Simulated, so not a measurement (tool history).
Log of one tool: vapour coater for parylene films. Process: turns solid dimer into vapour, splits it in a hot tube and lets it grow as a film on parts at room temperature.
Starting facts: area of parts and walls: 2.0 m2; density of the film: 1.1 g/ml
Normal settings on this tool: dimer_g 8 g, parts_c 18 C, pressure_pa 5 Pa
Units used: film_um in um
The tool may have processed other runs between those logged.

run   hour  dimer_g  parts_c  pressure_pa  film_um
  1      0        8       18            5     2.16
  2   32.4        8       18            5     2.16
  3   63.5        8       18            5     2.21
  4     83        8       18          5.3     2.14
  5  105.5        8       18          5.3     2.13
  6  147.3        5       26          5.3     1.16
  7  183.8        9       11         7.63     2.68
  8  218.1        5       26         3.62     1.19
  9  258.9        8       18        10.83     1.93
 10  283.8        3       13            5     0.86

Each row is a separate what-if for the run after 10, all from the same tool condition, not one after another. Results?
  A  319.2        6       25            5        ?
  B  319.2        3       26            5        ?
  C  319.2       13       14         8.52        ?
  D  319.2       12       18            5        ?

run  film_um
  A      1.4
  B     0.69
  C     3.43
  D     3.17
Without the tool's hidden state the same runs would have given:
run  film_um
  A     1.55
  B     0.76
  C     3.82
  D     3.53

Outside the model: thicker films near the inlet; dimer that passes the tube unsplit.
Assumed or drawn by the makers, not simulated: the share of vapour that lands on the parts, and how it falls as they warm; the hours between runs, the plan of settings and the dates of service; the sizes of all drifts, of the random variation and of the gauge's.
